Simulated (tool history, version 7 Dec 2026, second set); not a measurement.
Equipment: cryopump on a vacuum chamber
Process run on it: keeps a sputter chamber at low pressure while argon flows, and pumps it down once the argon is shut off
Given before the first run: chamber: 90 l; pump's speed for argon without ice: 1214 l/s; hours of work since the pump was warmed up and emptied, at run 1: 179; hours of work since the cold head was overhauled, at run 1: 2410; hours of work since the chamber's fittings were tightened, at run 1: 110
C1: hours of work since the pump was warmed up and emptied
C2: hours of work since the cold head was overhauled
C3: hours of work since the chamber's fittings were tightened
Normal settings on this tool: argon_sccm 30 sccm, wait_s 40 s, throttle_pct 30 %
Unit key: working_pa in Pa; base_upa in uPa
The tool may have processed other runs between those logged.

Run 1, day 0.000: usual settings; C1 179; C2 2410; C3 110. Result: working_pa 0.1431 Pa, base_upa 2.11 uPa.
Run 2, day 2.879: usual settings; C1 237; C2 2468; C3 168. Result: working_pa 0.1437 Pa, base_upa 2.19 uPa.
Run 3, day 5.762: usual settings; C1 295; C2 2526; C3 227. Result: working_pa 0.1448 Pa, base_upa 2.16 uPa.
Run 4, day 8.029: usual settings but argon_sccm 41 sccm; C1 341; C2 2572; C3 273. Result: working_pa 0.1998 Pa, base_upa 2.28 uPa.
Run 5, day 10.096: usual settings but argon_sccm 41 sccm; C1 383; C2 2614; C3 314. Result: working_pa 0.1982 Pa, base_upa 2.28 uPa.
Run 6, day 12.871: usual settings but wait_s 38 s; C1 439; C2 2670; C3 370. Result: working_pa 0.1461 Pa, base_upa 2.40 uPa.
Run 7, day 15.738: usual settings but wait_s 38 s; C1 497; C2 2728; C3 428. Result: working_pa 0.1481 Pa, base_upa 2.42 uPa.
Run 8, day 18.438: usual settings but wait_s 38 s; C1 552; C2 2782; C3 483. Result: working_pa 0.1483 Pa, base_upa 2.45 uPa.
Run 9, day 21.433: usual settings but wait_s 38 s; C1 612; C2 2843; C3 544. Result: working_pa 0.1499 Pa, base_upa 2.60 uPa.
Run 10, day 24.229: usual settings but argon_sccm 37 sccm; C1 669; C2 2899; C3 600. Result: working_pa 0.1874 Pa, base_upa 2.60 uPa.
Run 11, day 26.850: usual settings but argon_sccm 37 sccm; C1 722; C2 2952; C3 653. Result: working_pa 0.1873 Pa, base_upa 2.59 uPa.
Run 12, day 29.554: usual settings but argon_sccm 17 sccm; C1 776; C2 3007; C3 708. Result: working_pa 0.0875 Pa, base_upa 2.67 uPa.
Run 13, day 32.162: usual settings but argon_sccm 17 sccm; C1 829; C2 3060; C3 760. Result: working_pa 0.0885 Pa, base_upa 2.72 uPa.
Run 14, day 34.262: usual settings; C1 872; C2 3102; C3 803. Result: working_pa 0.1567 Pa, base_upa 2.83 uPa.
Run 15, day 35.762: usual settings; C1 902; C2 3133; C3 833. Result: working_pa 0.1566 Pa, base_upa 2.85 uPa.
Run 16, day 38.354: usual settings; C1 954; C2 3185; C3 886. Result: working_pa 0.1588 Pa, base_upa 2.79 uPa.
Run 17, day 40.254: usual settings but throttle_pct 51 %; C1 993; C2 3224; C3 924. Result: working_pa 0.1024 Pa, base_upa 2.95 uPa.
Run 18, day 42.575: usual settings but argon_sccm 14 sccm, wait_s 58 s, throttle_pct 49 %; C1 1040; C2 3270; C3 971. Result: working_pa 0.0500 Pa, base_upa 2.39 uPa.
At day 44.642: pump warmed up, emptied and cooled again.
Run 19, day 44.679: usual settings but argon_sccm 54 sccm, wait_s 55 s, throttle_pct 34 %; C1 1; C2 3309; C3 1009. Result: working_pa 0.2237 Pa, base_upa 2.17 uPa.
Run 20, day 46.333: usual settings but argon_sccm 47 sccm, wait_s 29 s, throttle_pct 17 %; C1 34; C2 3342; C3 1043. Result: working_pa 0.3862 Pa, base_upa 3.41 uPa.
Run 21, day 48.304: usual settings but argon_sccm 47 sccm, wait_s 29 s, throttle_pct 17 %; C1 74; C2 3382; C3 1083. Result: working_pa 0.3890 Pa, base_upa 3.35 uPa.
Run 22, day 51.267: usual settings but argon_sccm 44 sccm, wait_s 29 s, throttle_pct 18 %; C1 134; C2 3442; C3 1143. Result: working_pa 0.3438 Pa, base_upa 3.35 uPa.
Run 23, day 52.962: usual settings but argon_sccm 44 sccm, wait_s 29 s, throttle_pct 18 %; C1 168; C2 3476; C3 1177. Result: working_pa 0.3444 Pa, base_upa 3.58 uPa.
Run 24, day 55.204: usual settings but argon_sccm 47 sccm, wait_s 161 s, throttle_pct 49 %; C1 214; C2 3522; C3 1222. Result: working_pa 0.1406 Pa, base_upa 1.50 uPa.
Run 25, day 57.775: usual settings but argon_sccm 39 sccm, wait_s 110 s, throttle_pct 48 %; C1 265; C2 3574; C3 1274. Result: working_pa 0.1209 Pa, base_upa 1.70 uPa.
Run 26, day 60.275: usual settings but argon_sccm 20 sccm, wait_s 242 s, throttle_pct 48 %; C1 316; C2 3624; C3 1325. Result: working_pa 0.0630 Pa, base_upa 1.43 uPa.
Run 27, day 62.254: usual settings but argon_sccm 42 sccm, wait_s 29 s, throttle_pct 41 %; C1 356; C2 3664; C3 1365. Result: working_pa 0.1518 Pa, base_upa 3.68 uPa.
Run 28, day 65.046: usual settings but argon_sccm 42 sccm, wait_s 29 s, throttle_pct 41 %; C1 413; C2 3721; C3 1421. Result: working_pa 0.1546 Pa, base_upa 3.73 uPa.
Run 29, day 67.775: usual settings but argon_sccm 42 sccm, wait_s 29 s, throttle_pct 41 %; C1 468; C2 3776; C3 1476. Result: working_pa 0.1559 Pa, base_upa 3.84 uPa.
Run 30, day 69.025: usual settings but argon_sccm 19 sccm, wait_s 77 s, throttle_pct 25 %; C1 493; C2 3801; C3 1502. Result: working_pa 0.1120 Pa, base_upa 2.35 uPa.
Run 31, day 70.779: usual settings but argon_sccm 45 sccm, wait_s 32 s, throttle_pct 51 %; C1 528; C2 3836; C3 1537. Result: working_pa 0.1366 Pa, base_upa 3.61 uPa.
Run 32, day 72.700: usual settings but argon_sccm 45 sccm, wait_s 32 s, throttle_pct 51 %; C1 567; C2 3875; C3 1576. Result: working_pa 0.1392 Pa, base_upa 3.71 uPa.
Run 33, day 75.362: usual settings but argon_sccm 45 sccm, wait_s 32 s, throttle_pct 51 %; C1 621; C2 3929; C3 1630. Result: working_pa 0.1405 Pa, base_upa 3.75 uPa.
Run 34, day 77.521: usual settings but argon_sccm 52 sccm, wait_s 221 s, throttle_pct 24 %; C1 665; C2 3973; C3 1673. Result: working_pa 0.3228 Pa, base_upa 1.83 uPa.

How would selected steps in working_pa from run to run divide? Give the signed amount a tool lacking its hidden state would still show from settings, what came in and random variation, and the signed amount left for the hidden state, including any gauge scatter that is not in both of the compared results.
What the log doesn't record here: pump's speed, % of a pump's without ice; cold plate's temperature, K; leak into the chamber, uPa l/s; drift of the gauge itself on working_pa, %; drift of the gauge itself on base_upa, %.
Run 11 -> 12: argon_sccm 37 -> 17. working_pa -0.0998 Pa: hidden state -0.0080, all else -0.0918.
Run 17 -> 18: argon_sccm 30 -> 14, wait_s 40 -> 58, throttle_pct 51 -> 49. working_pa -0.0524 Pa: hidden state -0.0100, all else -0.0424.
Run 18 -> 19: argon_sccm 14 -> 54, wait_s 58 -> 55, throttle_pct 49 -> 34, pump warmed up, emptied and cooled again. working_pa +0.1737 Pa: hidden state -0.0072, all else +0.1809.
Run 23 -> 24: argon_sccm 44 -> 47, wait_s 29 -> 161, throttle_pct 18 -> 49. working_pa -0.2038 Pa: hidden state +0.0014, all else -0.2052.
Run 30 -> 31: argon_sccm 19 -> 45, wait_s 77 -> 32, throttle_pct 25 -> 51. working_pa +0.0246 Pa: hidden state +0.0092, all else +0.0154.
Run 33 -> 34: argon_sccm 45 -> 52, wait_s 32 -> 221, throttle_pct 51 -> 24. working_pa +0.1823 Pa: hidden state +0.0042, all else +0.1781.
